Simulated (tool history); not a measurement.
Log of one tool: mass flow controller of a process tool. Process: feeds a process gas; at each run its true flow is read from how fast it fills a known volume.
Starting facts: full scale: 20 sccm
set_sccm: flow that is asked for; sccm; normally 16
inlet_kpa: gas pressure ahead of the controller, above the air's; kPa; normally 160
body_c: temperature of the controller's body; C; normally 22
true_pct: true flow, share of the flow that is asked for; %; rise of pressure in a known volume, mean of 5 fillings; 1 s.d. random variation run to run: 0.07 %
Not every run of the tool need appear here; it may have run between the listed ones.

Run 1, hour 0: usual settings. Result: true_pct 100.18 %.
Run 2, hour 51.6: usual settings. Result: true_pct 100.2 %.
Run 3, hour 155.1: usual settings. Result: true_pct 100.05 %.
Run 4, hour 209.1: usual settings. Result: true_pct 100.25 %.
Run 5, hour 330: usual settings. Result: true_pct 100.24 %.
Run 6, hour 434: usual settings. Result: true_pct 100.24 %.
Run 7, hour 524.9: usual settings. Result: true_pct 100.32 %.
Run 8, hour 640.8: usual settings but set_sccm 12 sccm, inlet_kpa 236 kPa, body_c 25 C. Result: true_pct 100.24 %.
At hour 649.2: controller's zero set anew.
Run 9, hour 755.1: usual settings but set_sccm 12 sccm, inlet_kpa 236 kPa, body_c 25 C. Result: true_pct 100.67 %.
Run 10, hour 871.6: usual settings but set_sccm 12 sccm, inlet_kpa 236 kPa, body_c 25 C. Result: true_pct 100.91 %.
Run 11, hour 984.8: usual settings but set_sccm 13 sccm, inlet_kpa 199 kPa, body_c 40 C. Result: true_pct 101.81 %.
Run 12, hour 1097.4: usual settings but set_sccm 13 sccm, inlet_kpa 199 kPa, body_c 21 C. Result: true_pct 100.46 %.

3 options for the next run, each taken on its own from the tool as it stands now. Forecast them:
At hour 1157.7: controller's zero set anew, once more.
Run A, hour 1169.7: usual settings but inlet_kpa 244 kPa. Result: true_pct ?.
At hour 1157.7: controller's zero set anew, once more.
Run B, hour 1169.7: usual settings but set_sccm 10 sccm, inlet_kpa 205 kPa, body_c 21 C. Result: true_pct ?.
At hour 1157.7: controller's zero set anew, once more.
Run C, hour 1169.7: usual settings but set_sccm 6 sccm, body_c 24 C. Result: true_pct ?.

run  true_pct
  A    100.05
  B     99.32
  C     98.69
With no hidden state in the tool, these same runs would have given:
run  true_pct
  A     99.43
  B     98.68
  C     98.01

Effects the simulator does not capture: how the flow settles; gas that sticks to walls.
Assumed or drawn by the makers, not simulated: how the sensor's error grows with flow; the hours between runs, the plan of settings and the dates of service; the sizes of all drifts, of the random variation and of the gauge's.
